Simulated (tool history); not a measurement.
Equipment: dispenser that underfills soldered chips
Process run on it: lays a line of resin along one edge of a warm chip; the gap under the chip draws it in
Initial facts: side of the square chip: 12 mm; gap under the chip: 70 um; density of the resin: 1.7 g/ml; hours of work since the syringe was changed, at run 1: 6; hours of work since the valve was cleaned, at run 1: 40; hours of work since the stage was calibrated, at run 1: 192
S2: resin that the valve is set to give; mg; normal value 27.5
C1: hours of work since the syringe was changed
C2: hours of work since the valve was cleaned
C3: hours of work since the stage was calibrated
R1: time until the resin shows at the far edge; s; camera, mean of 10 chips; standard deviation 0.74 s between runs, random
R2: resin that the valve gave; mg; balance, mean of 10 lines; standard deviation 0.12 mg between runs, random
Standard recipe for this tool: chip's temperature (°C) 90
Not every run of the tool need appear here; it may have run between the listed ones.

Run 1, hour 0.0: usual settings; C1 6; C2 40; C3 192. Result: R1 109.6 s, R2 26.85 mg.
Run 2, hour 3.7: usual settings; C1 9; C2 42; C3 195. Result: R1 131.6 s, R2 26.53 mg.
At hour 6.8: new syringe of resin.
Run 3, hour 9.6: usual settings; C1 2; C2 46; C3 199. Result: R1 81.0 s, R2 26.79 mg.
Run 4, hour 15.1: usual settings; C1 6; C2 50; C3 203. Result: R1 108.5 s, R2 26.72 mg.
Run 5, hour 20.3: usual settings; C1 9; C2 54; C3 206. Result: R1 144.5 s, R2 26.46 mg.
At hour 22.1: new syringe of resin.
Run 6, hour 25.0: usual settings; C1 2; C2 57; C3 209. Result: R1 80.8 s, R2 26.54 mg.
Run 7, hour 30.0: usual settings; C1 6; C2 60; C3 213. Result: R1 106.7 s, R2 26.39 mg.
Run 8, hour 34.9: usual settings but chip's temperature (°C) 93, S2 31.0 mg; C1 9; C2 64; C3 216. Result: R1 116.6 s, R2 29.72 mg.
At hour 37.4: new syringe of resin.
Run 9, hour 39.6: usual settings but chip's temperature (°C) 80, S2 23.6 mg; C1 2; C2 67; C3 219. Result: R1 134.6 s, R2 22.70 mg.
Run 10, hour 45.2: usual settings but chip's temperature (°C) 86; C1 5; C2 71; C3 223. Result: R1 128.1 s, R2 26.30 mg.
Run 11, hour 48.7: usual settings but chip's temperature (°C) 86; C1 8; C2 73; C3 226. Result: R1 155.1 s, R2 26.24 mg.
At hour 52.5: new syringe of resin.
Run 12, hour 52.7: usual settings but chip's temperature (°C) 91, S2 34.4 mg; C1 0; C2 76; C3 228. Result: R1 65.5 s, R2 32.75 mg.
Run 13, hour 56.3: usual settings but chip's temperature (°C) 91, S2 34.4 mg; C1 3; C2 78; C3 231. Result: R1 80.8 s, R2 32.41 mg.
Run 14, hour 59.7: usual settings but chip's temperature (°C) 91, S2 34.4 mg; C1 5; C2 81; C3 233. Result: R1 99.6 s, R2 32.54 mg.

Here are 3 independent what-if runs from the current tool condition. What would each one return?
Run A, hour 66.1: usual settings but chip's temperature (°C) 100, S2 25.9 mg; C1 10; C2 85; C3 238. Result: R1 ?, R2 ?.
Run B, hour 66.1: usual settings but chip's temperature (°C) 103; C1 10; C2 85; C3 238. Result: R1 ?, R2 ?.
Run C, hour 66.1: usual settings but chip's temperature (°C) 99, S2 34.4 mg; C1 10; C2 85; C3 238. Result: R1 ?, R2 ?.

run    R1     R2
  A  94.5  24.57
  B  82.1  25.98
  C  93.8  32.47
With no hidden state in the tool, these same runs would have given:
run    R1     R2
  A  43.7  26.02
  B  37.9  27.52
  C  43.6  34.38
